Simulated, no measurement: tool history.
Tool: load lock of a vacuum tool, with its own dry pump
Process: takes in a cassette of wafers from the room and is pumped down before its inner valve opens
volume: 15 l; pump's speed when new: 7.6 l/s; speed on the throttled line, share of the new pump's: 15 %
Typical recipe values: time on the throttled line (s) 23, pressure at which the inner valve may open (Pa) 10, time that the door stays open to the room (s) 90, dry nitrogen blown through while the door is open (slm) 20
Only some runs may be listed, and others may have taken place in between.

run,hour,time on the throttled line (s),pressure at which the inner valve may open (Pa),time that the door stays open to the room (s),dry nitrogen blown through while the door is open (slm),"incoming humidity of the room's air, %",time from the closed door until the inner valve may open (s),rise of the pressure with all valves shut (Pa/min)
1,0.0,23,10,90,20,47.8,37.9,0.049
2,372.8,23,10,90,42,46.3,37.3,0.037
3,981.5,21,10,90,42,46.6,36.1,0.037
4,1363.8,21,10,90,12,44.0,36.1,0.055
5,1927.6,23,10,90,20,46.8,38.0,0.055
6,2247.6,23,10,123,20,45.0,37.9,0.057
7,2529.2,23,10,30,20,47.6,38.1,0.023
8,3008.6,23,10,30,20,45.0,37.4,0.031
9,3612.1,16,19,30,20,41.7,30.8,0.026
10,3907.9,16,7,30,20,42.8,32.2,0.028
11,4356.2,22,13,104,14,43.6,36.4,0.061
12,4967.7,24,13,44,22,41.5,38.4,0.031
13,5579.9,45,9,31,24,45.2,56.8,0.025

Below are 5 alternative next runs, each starting from the tool's condition after run 13. Predict each:
A,5978.0,22,15,157,24,44.9,?,?
B,5978.0,45,9,31,43,48.2,?,?
C,5978.0,45,9,31,24,47.1,?,?
D,5978.0,45,9,31,25,44.8,?,?
E,5978.0,14,12,31,24,48.3,?,?

run,time from the closed door until the inner valve may open (s),rise of the pressure with all valves shut (Pa/min)
A,36.5,0.057
B,56.9,0.019
C,56.7,0.024
D,56.4,0.024
E,29.7,0.021
Stripped of hidden state, with their random variation kept, the same runs would have yielded:
run,time from the closed door until the inner valve may open (s),rise of the pressure with all valves shut (Pa/min)
A,36.5,0.056
B,56.9,0.019
C,56.7,0.024
D,56.4,0.024
E,29.7,0.021
